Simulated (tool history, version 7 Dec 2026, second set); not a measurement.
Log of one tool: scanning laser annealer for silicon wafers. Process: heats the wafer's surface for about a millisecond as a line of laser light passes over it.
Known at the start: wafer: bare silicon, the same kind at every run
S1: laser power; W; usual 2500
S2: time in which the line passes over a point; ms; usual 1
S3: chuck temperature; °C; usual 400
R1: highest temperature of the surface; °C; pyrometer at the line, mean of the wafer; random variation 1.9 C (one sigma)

run,day,S1,S2,S3,R1
1,0,2500,1,400,1121
2,0.375,2500,1,400,1121
3,0.617,2500,1,400,1121
4,0.854,2500,1,383,1102
5,1.208,2500,1,383,1101
6,1.45,2500,1,396,1117
7,1.725,2500,1,396,1121
8,2.046,2500,1,402,1125
9,2.242,2500,1,402,1127
10,2.6,2500,1,402,1126
11,2.954,2500,1,400,1122
12,3.3,2500,1,400,1121
13,3.646,2500,1,400,1124
14,3.954,2500,1,400,1120
15,4.179,2500,0.87,400,1077
16,4.375,2500,0.87,400,1074
17,4.746,2500,1,377,1100
18,5.012,2500,1,377,1095
19,5.262,2500,1,377,1096
20,5.588,2500,0.74,430,1053
21,6.008,2500,0.74,430,1052
22,6.304,2500,0.74,378,1001
23,6.708,2674,0.74,378,1059
24,7.058,2674,0.74,378,1059
25,7.329,2354,0.71,402,967
26,7.683,2528,0.71,380,997
27,7.896,2528,0.71,380,998
28,8.296,2528,0.71,380,998
29,8.667,2528,0.71,380,999
30,9.033,2528,0.71,380,997
31,9.217,2403,1.24,381,1145
32,9.604,2403,0.75,381,977
33,9.817,2473,0.93,400,1087
34,10.221,2500,0.79,424,1066
35,10.421,2528,1,400,1133

5 ways to go on from here, each from the tool as it stands after run 35. What would each give?
A,10.612,2186,0.82,380,?
B,10.612,2600,1,400,?
C,10.612,2500,1.21,400,?
D,10.612,2353,1.24,400,?
E,10.612,2500,0.96,400,?

run,R1
A,927
B,1158
C,1194
D,1141
E,1107
Without the tool's hidden state the same runs would have given:
run,R1
A,927
B,1158
C,1195
D,1142
E,1108
